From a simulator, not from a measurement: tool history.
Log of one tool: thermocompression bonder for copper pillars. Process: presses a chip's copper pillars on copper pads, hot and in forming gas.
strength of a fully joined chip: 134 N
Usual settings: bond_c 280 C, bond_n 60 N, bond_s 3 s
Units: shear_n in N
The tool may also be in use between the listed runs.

run 1 hour=0.0 | bond_c=280 bond_n=60 bond_s=3 | shear_n=76.9
run 2 hour=11.3 | bond_c=280 bond_n=60 bond_s=3 | shear_n=75.1
run 3 hour=19.2 | bond_c=280 bond_n=42 bond_s=3 | shear_n=51.6
run 4 hour=25.9 | bond_c=280 bond_n=42 bond_s=3 | shear_n=53.4
run 5 hour=35.0 | bond_c=280 bond_n=42 bond_s=3 | shear_n=52.2
run 6 hour=47.9 | bond_c=255 bond_n=60 bond_s=3 | shear_n=59.3
run 7 hour=57.2 | bond_c=280 bond_n=43 bond_s=3 | shear_n=53.1
run 8 hour=63.4 | bond_c=280 bond_n=43 bond_s=3 | shear_n=54.1
run 9 hour=75.8 | bond_c=280 bond_n=43 bond_s=3 | shear_n=54.3
run 10 hour=87.1 | bond_c=280 bond_n=43 bond_s=3 | shear_n=53.7
run 11 hour=94.8 | bond_c=297 bond_n=43 bond_s=3 | shear_n=62.7
run 12 hour=105.9 | bond_c=297 bond_n=43 bond_s=3 | shear_n=63.4
run 13 hour=116.4 | bond_c=297 bond_n=43 bond_s=3 | shear_n=64.1
run 14 hour=124.1 | bond_c=297 bond_n=43 bond_s=3 | shear_n=64.5
run 15 hour=136.0 | bond_c=280 bond_n=60 bond_s=3 | shear_n=74.4
run 16 hour=147.4 | bond_c=290 bond_n=60 bond_s=3 | shear_n=80.9
run 17 hour=154.8 | bond_c=280 bond_n=60 bond_s=3 | shear_n=75.1
run 18 hour=160.8 | bond_c=280 bond_n=60 bond_s=3 | shear_n=75.6
run 19 hour=170.4 | bond_c=280 bond_n=60 bond_s=3 | shear_n=74.8
run 20 hour=178.1 | bond_c=280 bond_n=60 bond_s=3 | shear_n=76.0
run 21 hour=183.7 | bond_c=309 bond_n=44 bond_s=3 | shear_n=73.8
run 22 hour=194.3 | bond_c=309 bond_n=44 bond_s=3 | shear_n=73.2
run 23 hour=200.9 | bond_c=309 bond_n=44 bond_s=3 | shear_n=72.9
run 24 hour=206.5 | bond_c=257 bond_n=43 bond_s=3 | shear_n=42.3
run 25 hour=214.2 | bond_c=257 bond_n=43 bond_s=3 | shear_n=40.7
run 26 hour=227.1 | bond_c=267 bond_n=60 bond_s=3 | shear_n=68.1
run 27 hour=237.2 | bond_c=252 bond_n=46 bond_s=6 | shear_n=55.2
run 28 hour=246.9 | bond_c=262 bond_n=46 bond_s=6 | shear_n=62.3
run 29 hour=257.8 | bond_c=309 bond_n=60 bond_s=3 | shear_n=93.2
run 30 hour=270.4 | bond_c=280 bond_n=60 bond_s=7 | shear_n=95.5
run 31 hour=281.7 | bond_c=280 bond_n=60 bond_s=7 | shear_n=96.4
run 32 hour=295.0 | bond_c=293 bond_n=51 bond_s=7 | shear_n=92.7
run 33 hour=301.0 | bond_c=280 bond_n=82 bond_s=2 | shear_n=86.5
run 34 hour=308.6 | bond_c=275 bond_n=38 bond_s=2 | shear_n=37.7
run 35 hour=318.8 | bond_c=280 bond_n=37 bond_s=9 | shear_n=67.7
run 36 hour=326.4 | bond_c=291 bond_n=57 bond_s=3 | shear_n=81.0
run 37 hour=338.1 | bond_c=278 bond_n=57 bond_s=3 | shear_n=71.8
run 38 hour=344.9 | bond_c=284 bond_n=64 bond_s=4 | shear_n=89.0
run 39 hour=354.2 | bond_c=284 bond_n=64 bond_s=4 | shear_n=90.3
run 40 hour=361.4 | bond_c=284 bond_n=64 bond_s=4 | shear_n=89.8

Taken out of this log: 3 entries between the listed runs. Where each belongs, and how the hidden state differs across it:
Between runs 14 and 15: heater calibrated with a thermocouple chip (hour 127.3)
  true temperature of the bond over the reading, C: -3 -> -3.9; oxide that the forming gas leaves, % of the face: 1.79 -> 1.84
  measured less the result without the state, shear_n: -2.4 -> -3.4 N
Between runs 18 and 19: heater calibrated with a thermocouple chip, once more (hour 163.9)
  true temperature of the bond over the reading, C: -4.1 -> -0.7; oxide that the forming gas leaves, % of the face: 1.95 -> 1.99
  measured less the result without the state, shear_n: -3.7 -> -1.4 N
Between runs 35 and 36: forming gas filter changed (hour 324.7)
  oxide that the forming gas leaves, % of the face: 2.71 -> 0.55
  measured less the result without the state, shear_n: -2.4 -> -0.9 N
